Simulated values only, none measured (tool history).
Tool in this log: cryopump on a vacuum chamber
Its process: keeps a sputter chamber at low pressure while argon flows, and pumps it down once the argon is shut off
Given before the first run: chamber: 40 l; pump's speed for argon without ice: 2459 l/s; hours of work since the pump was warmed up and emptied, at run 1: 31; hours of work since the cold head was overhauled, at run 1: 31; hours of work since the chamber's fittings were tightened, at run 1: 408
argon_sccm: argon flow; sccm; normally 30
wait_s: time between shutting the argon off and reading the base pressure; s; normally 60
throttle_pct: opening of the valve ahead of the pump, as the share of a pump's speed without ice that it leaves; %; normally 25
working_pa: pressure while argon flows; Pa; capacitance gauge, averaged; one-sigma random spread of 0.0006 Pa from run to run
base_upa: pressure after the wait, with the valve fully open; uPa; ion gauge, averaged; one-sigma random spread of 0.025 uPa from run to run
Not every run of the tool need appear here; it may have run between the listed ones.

| run | hour | argon_sccm | wait_s | throttle_pct | hours of work since the pump was warmed up and emptied | hours of work since the cold head was overhauled | hours of work since the chamber's fittings were tightened | working_pa | base_upa |
|---|---|---|---|---|---|---|---|---|---|
| 1 | 0.0 | 30 | 60 | 25 | 31 | 31 | 408 | 0.0836 | 1.03 |
| 2 | 21.8 | 30 | 60 | 25 | 47 | 47 | 424 | 0.0835 | 1.05 |
| 3 | 47.4 | 39 | 60 | 25 | 65 | 65 | 442 | 0.1085 | 1.07 |
| 4 | 82.1 | 12 | 60 | 25 | 90 | 90 | 467 | 0.0339 | 1.10 |
| 5 | 117.6 | 12 | 60 | 25 | 115 | 115 | 492 | 0.0341 | 1.08 |
| 6 | 137.6 | 12 | 60 | 25 | 130 | 130 | 506 | 0.0332 | 1.08 |
| 7 | 173.4 | 12 | 60 | 25 | 155 | 155 | 532 | 0.0340 | 1.08 |
| 8 | 195.5 | 30 | 60 | 25 | 171 | 171 | 548 | 0.0847 | 1.09 |
| 9 | 235.1 | 30 | 75 | 25 | 199 | 199 | 576 | 0.0853 | 0.92 |
| 10 | 272.3 | 30 | 60 | 25 | 226 | 226 | 603 | 0.0854 | 1.07 |
| 11 | 311.5 | 30 | 60 | 25 | 254 | 254 | 631 | 0.0860 | 1.09 |
| 12 | 335.5 | 54 | 60 | 25 | 271 | 271 | 648 | 0.1543 | 1.12 |
| 13 | 373.9 | 54 | 60 | 25 | 299 | 299 | 675 | 0.1544 | 1.15 |
| 14 | 395.6 | 30 | 60 | 25 | 314 | 314 | 691 | 0.0861 | 1.14 |
| 15 | 421.8 | 30 | 60 | 25 | 333 | 333 | 709 | 0.0868 | 1.18 |
| 16 | 448.9 | 30 | 60 | 25 | 352 | 352 | 729 | 0.0862 | 1.12 |
| 17 | 469.0 | 30 | 60 | 25 | 367 | 367 | 743 | 0.0879 | 1.09 |
| 18 | 494.2 | 30 | 55 | 25 | 385 | 385 | 761 | 0.0877 | 1.22 |
| 19 | 528.9 | 15 | 63 | 25 | 409 | 409 | 786 | 0.0434 | 1.18 |
| 20 | 554.0 | 55 | 241 | 28 | 427 | 427 | 804 | 0.1456 | 0.51 |
| 21 | 576.0 | 55 | 104 | 28 | 443 | 443 | 820 | 0.1454 | 0.81 |
| 22 | 611.6 | 46 | 150 | 43 | 469 | 469 | 845 | 0.0824 | 0.61 |
| 23 | 628.4 | 16 | 243 | 43 | 481 | 481 | 857 | 0.0290 | 0.51 |
| 24 | 658.1 | 23 | 151 | 27 | 502 | 502 | 878 | 0.0640 | 0.66 |
| 25 | 674.5 | 40 | 107 | 25 | 514 | 514 | 890 | 0.1186 | 0.83 |
| 26 | 707.8 | 40 | 67 | 21 | 537 | 537 | 914 | 0.1413 | 1.09 |
| 27 | 727.0 | 20 | 60 | 20 | 551 | 551 | 928 | 0.0740 | 1.18 |
| 28 | 763.5 | 16 | 79 | 17 | 577 | 577 | 954 | 0.0686 | 0.99 |
| 29 | 794.5 | 30 | 159 | 25 | 599 | 599 | 976 | 0.0909 | 0.69 |
| 30 | 830.9 | 29 | 22 | 19 | 625 | 625 | 1002 | 0.1129 | 2.75 |
| 31 | 853.1 | 19 | 22 | 53 | 641 | 641 | 1018 | 0.0296 | 2.70 |
| 32 | 884.6 | 16 | 115 | 39 | 664 | 664 | 1040 | 0.0326 | 0.82 |
| 33 | 915.8 | 16 | 115 | 39 | 686 | 686 | 1063 | 0.0341 | 0.82 |
| 34 | 948.7 | 30 | 60 | 22 | 709 | 709 | 1086 | 0.1044 | 1.28 |
|  | 976.4 | pump warmed up, emptied and cooled again |
| 35 | 976.4 | 30 | 60 | 59 | 0 | 726 | 1102 | 0.0349 | 1.13 |

Consider 3 possible next runs. They are alternatives, not a sequence: every one starts from the tool as it was left by run 35. What does each give?
| A | 1015.0 | 30 | 40 | 25 | 28 | 753 | 1130 | ? | ? |
| B | 1015.0 | 44 | 139 | 25 | 28 | 753 | 1130 | ? | ? |
| C | 1015.0 | 52 | 60 | 36 | 28 | 753 | 1130 | ? | ? |

| run | working_pa | base_upa |
|---|---|---|
| A | 0.0827 | 1.58 |
| B | 0.1221 | 0.66 |
| C | 0.0999 | 1.13 |
What these runs would have given with no unlogged condition in the tool:
| run | working_pa | base_upa |
|---|---|---|
| A | 0.0822 | 1.43 |
| B | 0.1214 | 0.51 |
| C | 0.0990 | 0.97 |
